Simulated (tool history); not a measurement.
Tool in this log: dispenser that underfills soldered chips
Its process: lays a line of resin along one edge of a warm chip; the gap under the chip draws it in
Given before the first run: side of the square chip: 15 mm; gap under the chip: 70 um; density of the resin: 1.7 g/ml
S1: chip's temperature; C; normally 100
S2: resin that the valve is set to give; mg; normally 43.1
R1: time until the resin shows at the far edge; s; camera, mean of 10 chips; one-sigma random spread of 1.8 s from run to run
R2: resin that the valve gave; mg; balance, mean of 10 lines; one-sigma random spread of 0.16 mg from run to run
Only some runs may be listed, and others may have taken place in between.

| run | day | S1 | S2 | R1 | R2 |
|---|---|---|---|---|---|
| 1 | 0.000 | 100 | 43.1 | 210.9 | 43.22 |
| 2 | 0.154 | 100 | 43.1 | 248.8 | 43.18 |
| 3 | 0.275 | 100 | 43.1 | 285.2 | 43.23 |
|  | 0.367 | new syringe of resin |
| 4 | 0.458 | 100 | 43.1 | 190.4 | 42.75 |
| 5 | 0.550 | 100 | 43.1 | 211.2 | 42.86 |
| 6 | 0.658 | 106 | 43.1 | 200.0 | 42.68 |
| 7 | 0.779 | 106 | 43.1 | 224.0 | 42.57 |
|  | 0.912 | new syringe of resin |
| 8 | 0.996 | 98 | 43.1 | 196.6 | 42.73 |
| 9 | 1.188 | 98 | 43.1 | 243.3 | 42.68 |
| 10 | 1.317 | 109 | 43.1 | 201.8 | 42.50 |
|  | 1.450 | new syringe of resin |
| 11 | 1.517 | 90 | 43.1 | 259.6 | 42.48 |
| 12 | 1.708 | 115 | 43.1 | 144.5 | 42.11 |
| 13 | 1.850 | 115 | 43.1 | 168.4 | 42.42 |
| 14 | 1.942 | 92 | 43.1 | 384.9 | 42.03 |
|  | 1.979 | new syringe of resin |
| 15 | 2.042 | 92 | 43.1 | 240.2 | 42.20 |
| 16 | 2.183 | 92 | 43.1 | 278.8 | 42.28 |
| 17 | 2.329 | 100 | 43.1 | 250.0 | 42.18 |
| 18 | 2.475 | 100 | 43.1 | 304.2 | 42.09 |
|  | 2.517 | new syringe of resin |
| 19 | 2.600 | 104 | 55.5 | 163.8 | 54.32 |
| 20 | 2.800 | 104 | 55.5 | 198.2 | 54.02 |
| 21 | 2.975 | 94 | 48.7 | 342.4 | 47.28 |
|  | 3.046 | new syringe of resin |
| 22 | 3.129 | 102 | 46.1 | 172.9 | 44.64 |
| 23 | 3.279 | 100 | 44.4 | 221.3 | 42.86 |
| 24 | 3.450 | 113 | 43.9 | 177.0 | 42.21 |
| 25 | 3.562 | 97 | 43.1 | 337.5 | 41.89 |
|  | 3.596 | new syringe of resin |
| 26 | 3.750 | 86 | 48.6 | 323.2 | 46.67 |
| 27 | 3.896 | 114 | 54.2 | 150.9 | 52.03 |
| 28 | 4.000 | 95 | 50.6 | 316.1 | 48.73 |
| 29 | 4.112 | 98 | 50.6 | 317.8 | 48.03 |
|  | 4.138 | new syringe of resin |
| 30 | 4.217 | 85 | 50.5 | 302.9 | 48.67 |
| 31 | 4.383 | 85 | 50.5 | 367.2 | 48.41 |
| 32 | 4.567 | 102 | 50.3 | 255.6 | 47.80 |
|  | 4.679 | new syringe of resin |
| 33 | 4.688 | 102 | 54.5 | 156.0 | 52.36 |
|  | 4.892 | dispensing valve cleaned and set on the balance |
| 34 | 4.900 | 100 | 37.1 | 211.2 | 36.88 |
| 35 | 5.088 | 100 | 37.1 | 259.5 | 36.98 |

What if the next run were any one of these 4? Each begins from the tool's condition after run 35:
| A | 5.217 | 101 | 39.3 | ? | ? |
| B | 5.217 | 109 | 38.1 | ? | ? |
| C | 5.217 | 100 | 40.1 | ? | ? |
| D | 5.217 | 106 | 37.3 | ? | ? |

| run | R1 | R2 |
|---|---|---|
| A | 284.1 | 39.36 |
| B | 221.2 | 37.81 |
| C | 290.2 | 39.85 |
| D | 244.0 | 37.07 |
Had the tool no hidden state, the same runs would have come out as:
| run | R1 | R2 |
|---|---|---|
| A | 171.7 | 39.49 |
| B | 133.5 | 37.93 |
| C | 175.4 | 39.99 |
| D | 147.2 | 37.20 |

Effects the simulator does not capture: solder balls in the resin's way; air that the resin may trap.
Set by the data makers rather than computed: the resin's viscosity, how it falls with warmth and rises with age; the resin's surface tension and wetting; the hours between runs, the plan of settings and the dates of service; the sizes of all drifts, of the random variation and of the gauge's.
